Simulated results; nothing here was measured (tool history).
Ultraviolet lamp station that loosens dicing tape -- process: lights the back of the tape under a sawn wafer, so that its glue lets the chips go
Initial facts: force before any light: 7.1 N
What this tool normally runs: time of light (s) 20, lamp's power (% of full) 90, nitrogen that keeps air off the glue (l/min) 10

| run | hour | time of light (s) | lamp's power (% of full) | nitrogen that keeps air off the glue (l/min) | force that peels the tape off (N) | light that reached the tape (J/m2) |
|---|---|---|---|---|---|---|
| 1 | 0.0 | 20 | 90 | 10 | 1.819 | 1240 |
|  | 16.5 | window cleaned of glue's vapour |
|  | 35.9 | lamp changed |
| 2 | 54.9 | 20 | 63 | 10 | 1.211 | 1590 |
| 3 | 84.3 | 20 | 90 | 5 | 0.896 | 2200 |
| 4 | 110.3 | 20 | 90 | 5 | 0.932 | 2170 |
| 5 | 139.0 | 11 | 90 | 5 | 2.297 | 1150 |
| 6 | 181.3 | 11 | 90 | 5 | 2.390 | 1160 |
| 7 | 236.9 | 20 | 90 | 10 | 0.797 | 2070 |
| 8 | 284.3 | 20 | 90 | 10 | 0.835 | 1930 |
| 9 | 343.5 | 12 | 90 | 10 | 1.999 | 1160 |
|  | 377.5 | window cleaned of glue's vapour |
| 10 | 378.4 | 12 | 90 | 10 | 1.785 | 1230 |
| 11 | 426.5 | 12 | 90 | 10 | 1.874 | 1230 |
| 12 | 465.4 | 12 | 90 | 10 | 1.998 | 1180 |
| 13 | 496.6 | 12 | 90 | 10 | 2.072 | 1130 |
| 14 | 530.9 | 12 | 90 | 10 | 2.053 | 1110 |
| 15 | 577.2 | 12 | 80 | 10 | 2.464 | 950 |
| 16 | 606.9 | 20 | 90 | 20 | 0.872 | 1740 |
| 17 | 643.4 | 20 | 86 | 20 | 1.007 | 1580 |
| 18 | 688.1 | 20 | 86 | 20 | 1.045 | 1520 |
| 19 | 734.6 | 20 | 86 | 20 | 1.176 | 1500 |
|  | 740.4 | window cleaned of glue's vapour |
| 20 | 773.9 | 19 | 90 | 10 | 1.189 | 1630 |
| 21 | 799.0 | 19 | 90 | 10 | 1.307 | 1610 |
| 22 | 841.1 | 11 | 93 | 9 | 2.627 | 890 |
| 23 | 871.7 | 13 | 99 | 16 | 1.832 | 1140 |
| 24 | 922.2 | 21 | 90 | 13 | 1.152 | 1610 |
| 25 | 972.1 | 20 | 88 | 10 | 1.450 | 1410 |
| 26 | 1016.3 | 20 | 88 | 10 | 1.564 | 1340 |
| 27 | 1067.5 | 20 | 81 | 10 | 1.911 | 1160 |
|  | 1099.8 | window cleaned of glue's vapour |
| 28 | 1122.5 | 15 | 72 | 15 | 2.725 | 830 |
|  | 1169.7 | lamp changed |
| 29 | 1169.7 | 20 | 76 | 5 | 1.188 | 1930 |
| 30 | 1198.7 | 20 | 76 | 5 | 1.236 | 1850 |
| 31 | 1231.7 | 27 | 76 | 5 | 0.724 | 2490 |
| 32 | 1275.4 | 27 | 76 | 5 | 0.794 | 2370 |
| 33 | 1323.5 | 32 | 76 | 11 | 0.388 | 2790 |
| 34 | 1375.1 | 25 | 90 | 10 | 0.547 | 2460 |
| 35 | 1420.6 | 25 | 61 | 3 | 1.793 | 1600 |
| 36 | 1456.7 | 25 | 61 | 3 | 1.861 | 1590 |
|  | 1460.0 | window cleaned of glue's vapour |
| 37 | 1494.6 | 38 | 61 | 3 | 0.860 | 2660 |

Below, some changes in force that peels the tape off (N) between adjacent runs. For each, the amount present without the hidden state too (settings, incoming material, random variation) and the amount remaining for the hidden state with gauge scatter not shared by both compared results:
Hidden state present: lamp's light, % of a new lamp's; light that the window lets through, % of a clean one's; drift of the gauge itself on peel_n, %; drift of the gauge itself on dose_mj_cm2, %.
Run 1 -> 2: lamp's power (% of full) 90 -> 63, window cleaned of glue's vapour, lamp changed. force that peels the tape off (N) -0.608: hidden state -1.171, all else +0.563.
Run 6 -> 7: time of light (s) 11 -> 20, nitrogen that keeps air off the glue (l/min) 5 -> 10. force that peels the tape off (N) -1.593: hidden state -0.075, all else -1.518.
Run 15 -> 16: time of light (s) 12 -> 20, lamp's power (% of full) 80 -> 90, nitrogen that keeps air off the glue (l/min) 10 -> 20. force that peels the tape off (N) -1.592: hidden state -0.276, all else -1.316.
Run 21 -> 22: time of light (s) 19 -> 11, lamp's power (% of full) 90 -> 93, nitrogen that keeps air off the glue (l/min) 10 -> 9. force that peels the tape off (N) +1.320: hidden state +0.311, all else +1.009.
Run 28 -> 29: time of light (s) 15 -> 20, lamp's power (% of full) 72 -> 76, nitrogen that keeps air off the glue (l/min) 15 -> 5, lamp changed. force that peels the tape off (N) -1.537: hidden state -1.211, all else -0.326.

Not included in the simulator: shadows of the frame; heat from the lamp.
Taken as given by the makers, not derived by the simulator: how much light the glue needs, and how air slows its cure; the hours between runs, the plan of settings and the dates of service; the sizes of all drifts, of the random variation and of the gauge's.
